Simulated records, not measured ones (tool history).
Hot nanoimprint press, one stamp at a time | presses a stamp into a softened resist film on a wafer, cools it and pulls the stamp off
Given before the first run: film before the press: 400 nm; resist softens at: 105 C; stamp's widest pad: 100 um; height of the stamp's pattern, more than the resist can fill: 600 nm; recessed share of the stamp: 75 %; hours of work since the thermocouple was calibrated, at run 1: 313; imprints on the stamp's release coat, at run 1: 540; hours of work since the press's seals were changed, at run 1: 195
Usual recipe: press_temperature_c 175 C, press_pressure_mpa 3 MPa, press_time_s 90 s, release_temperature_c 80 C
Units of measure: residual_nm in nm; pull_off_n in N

run	hour	press_temperature_c	press_pressure_mpa	press_time_s	release_temperature_c	hours of work since the thermocouple was calibrated	imprints on the stamp's release coat	hours of work since the press's seals were changed	residual_nm	pull_off_n
1	0	175	3	90	80	313	540	195	160	158
2	24.3	175	3	180	80	326	591	208	119.9	157
3	64.1	175	1.94	90	80	348	675	230	193	163
4	104.2	175	1.94	90	80	370	760	252	193.2	160
# hour 116.5: plate thermocouple calibrated
# hour 122.5: stamp cleaned and given a new release coat
5	162.4	175	1.94	90	80	22	84	280	200.5	148
6	212.4	165	3	90	80	50	190	307	225.6	158
7	262.2	186	3	90	80	78	295	335	118.9	157
8	290.8	186	3	60	80	93	355	351	140.7	157
9	332.6	186	3	60	72	117	443	374	140	185
10	376.7	186	3	60	72	141	536	399	140.4	182
11	401.5	186	3	60	72	155	588	412	140.2	183
12	424.5	186	3	60	72	168	637	425	140.1	182
13	458.1	186	3	60	72	186	707	444	139.8	188
# hour 499.5: stamp cleaned and given a new release coat
14	505.9	186	3	60	72	210	13	467	140.1	173
15	544.6	175	3	90	80	231	95	489	164.5	147
16	589.3	175	3	90	80	256	189	513	163.9	153
17	612	175	2.21	90	80	268	237	526	187.2	152
18	662.1	175	3	75	80	296	342	554	175.1	157

The next listed run, before its measurement:
19	708.7	175	3	64	65	322	441	580	?	?

Logged for run 19: residual_nm 186.7 nm, pull_off_n 198 N.
The same run, on a tool lacking any hidden state, would have yielded residual_nm 188.9 nm, pull_off_n 190 N.
